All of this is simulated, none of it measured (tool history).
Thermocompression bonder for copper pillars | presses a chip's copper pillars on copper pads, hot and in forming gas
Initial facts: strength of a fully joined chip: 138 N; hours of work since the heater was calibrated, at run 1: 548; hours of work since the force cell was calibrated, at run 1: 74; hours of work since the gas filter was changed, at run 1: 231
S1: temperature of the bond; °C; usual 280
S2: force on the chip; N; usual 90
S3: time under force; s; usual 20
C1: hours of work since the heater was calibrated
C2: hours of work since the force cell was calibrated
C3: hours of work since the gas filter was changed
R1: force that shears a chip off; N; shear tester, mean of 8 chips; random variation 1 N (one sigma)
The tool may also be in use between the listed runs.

run	hour	S1	S2	S3	C1	C2	C3	R1
1	0.0	280	90	20	548	74	231	81.0
2	10.0	280	90	20	555	81	237	81.3
3	19.3	272	90	20	562	87	244	77.1
4	27.9	272	90	20	568	93	250	73.4
5	33.9	272	75	20	572	97	254	67.3
6	40.2	272	75	20	576	102	259	66.5
7	48.2	272	75	20	582	107	264	66.7
8	60.0	272	75	20	590	116	272	66.5
9	66.3	272	75	20	594	120	277	65.4
10	76.1	272	75	20	601	127	283	66.0
11	81.8	272	75	20	605	131	287	64.8
12	91.2	272	75	20	612	137	294	66.0
13	101.2	280	90	20	619	144	301	79.3
14	106.9	265	54	12	623	148	305	40.9
15	113.1	265	54	12	627	152	309	38.2
16	121.5	291	54	50	633	158	315	86.1
17	129.3	280	71	48	638	164	320	89.6
18	141.0	287	67	12	646	172	329	58.7
19	151.0	280	132	20	653	179	336	93.4
20	156.0	280	132	20	657	182	339	91.7
21	167.0	280	132	11	664	190	347	82.2
22	176.9	280	132	11	671	197	353	79.3
23	183.3	280	132	11	676	201	358	79.9
24	190.8	295	79	11	681	206	363	69.0
25	200.0	280	62	18	687	213	370	58.2

Predict each of these 5 candidate next runs independently; none follows another, all start after run 25:
A	207.9	280	135	18	693	218	375	?
B	207.9	280	81	18	693	218	375	?
C	207.9	305	96	11	693	218	375	?
D	207.9	269	90	20	693	218	375	?
E	207.9	280	55	18	693	218	375	?

run	R1
A	91.3
B	71.5
C	82.4
D	69.4
E	56.2
With no hidden state in the tool, these same runs would have given:
run	R1
A	104.7
B	82.9
C	94.6
D	80.6
E	65.5

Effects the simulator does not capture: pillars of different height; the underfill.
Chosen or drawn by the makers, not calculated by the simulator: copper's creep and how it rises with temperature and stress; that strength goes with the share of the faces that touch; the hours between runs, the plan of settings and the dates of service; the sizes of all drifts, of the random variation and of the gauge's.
